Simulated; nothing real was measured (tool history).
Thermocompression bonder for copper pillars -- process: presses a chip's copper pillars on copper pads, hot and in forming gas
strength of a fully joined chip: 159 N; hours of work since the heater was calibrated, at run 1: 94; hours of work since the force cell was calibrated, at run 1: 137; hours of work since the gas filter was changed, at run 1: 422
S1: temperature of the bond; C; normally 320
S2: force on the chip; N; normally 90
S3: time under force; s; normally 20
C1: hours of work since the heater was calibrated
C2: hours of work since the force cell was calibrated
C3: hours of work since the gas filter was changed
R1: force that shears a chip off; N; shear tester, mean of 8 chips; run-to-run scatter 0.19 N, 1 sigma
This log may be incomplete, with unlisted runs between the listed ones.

run 1 day=0 | S1=320 S2=90 S3=20 | C1=94 C2=137 C3=422 | R1=58.8
run 2 day=0.742 | S1=320 S2=90 S3=20 | C1=103 C2=146 C3=430 | R1=58.7
run 3 day=1.642 | S1=320 S2=90 S3=20 | C1=113 C2=156 C3=441 | R1=58.6
-- day=1.938 forming gas filter changed
run 4 day=2.817 | S1=320 S2=90 S3=20 | C1=127 C2=170 C3=10 | R1=62.2
run 5 day=3.529 | S1=320 S2=90 S3=20 | C1=135 C2=178 C3=19 | R1=62
run 6 day=5.054 | S1=320 S2=90 S3=20 | C1=153 C2=196 C3=36 | R1=62.1
run 7 day=6.458 | S1=320 S2=90 S3=20 | C1=169 C2=212 C3=52 | R1=62.1
run 8 day=7.938 | S1=320 S2=90 S3=20 | C1=186 C2=229 C3=70 | R1=61.9
run 9 day=8.946 | S1=333 S2=90 S3=20 | C1=198 C2=241 C3=81 | R1=71
run 10 day=9.738 | S1=333 S2=90 S3=20 | C1=207 C2=250 C3=91 | R1=70.7
run 11 day=10.8 | S1=320 S2=133 S3=20 | C1=220 C2=263 C3=103 | R1=75.6
run 12 day=11.45 | S1=320 S2=133 S3=20 | C1=227 C2=270 C3=111 | R1=75
run 13 day=12.65 | S1=320 S2=133 S3=20 | C1=241 C2=284 C3=124 | R1=75
run 14 day=13.525 | S1=320 S2=133 S3=20 | C1=251 C2=294 C3=135 | R1=75.1
run 15 day=14.567 | S1=347 S2=133 S3=20 | C1=263 C2=306 C3=147 | R1=95.4
run 16 day=15.3 | S1=327 S2=133 S3=20 | C1=272 C2=315 C3=155 | R1=80.4
run 17 day=16.221 | S1=327 S2=133 S3=20 | C1=283 C2=326 C3=166 | R1=80.4
run 18 day=17.321 | S1=327 S2=133 S3=20 | C1=295 C2=338 C3=179 | R1=80.1
run 19 day=18.5 | S1=320 S2=90 S3=20 | C1=309 C2=352 C3=192 | R1=60.8
run 20 day=19.825 | S1=320 S2=90 S3=20 | C1=324 C2=367 C3=208 | R1=61.2
run 21 day=21.054 | S1=320 S2=90 S3=20 | C1=339 C2=382 C3=222 | R1=60.8
run 22 day=22.367 | S1=320 S2=90 S3=20 | C1=354 C2=397 C3=237 | R1=60.5
run 23 day=23.221 | S1=320 S2=69 S3=20 | C1=364 C2=407 C3=247 | R1=52.4
run 24 day=24.412 | S1=313 S2=116 S3=14 | C1=378 C2=421 C3=261 | R1=55.8
run 25 day=25.55 | S1=313 S2=116 S3=14 | C1=391 C2=434 C3=274 | R1=55.9
run 26 day=26.325 | S1=313 S2=116 S3=14 | C1=400 C2=443 C3=283 | R1=56
run 27 day=27.317 | S1=331 S2=57 S3=33 | C1=411 C2=454 C3=295 | R1=64.2

Estimate the outcome of run 28 from the log above:
run 28 day=28.167 | S1=348 S2=57 S3=40 | C1=421 C2=464 C3=305 | R1=?

Run 28 gave R1 80.1 N.
Take away the tool's hidden state, keep the run-to-run variation as it was, and the same run would have given R1 83.7 N.

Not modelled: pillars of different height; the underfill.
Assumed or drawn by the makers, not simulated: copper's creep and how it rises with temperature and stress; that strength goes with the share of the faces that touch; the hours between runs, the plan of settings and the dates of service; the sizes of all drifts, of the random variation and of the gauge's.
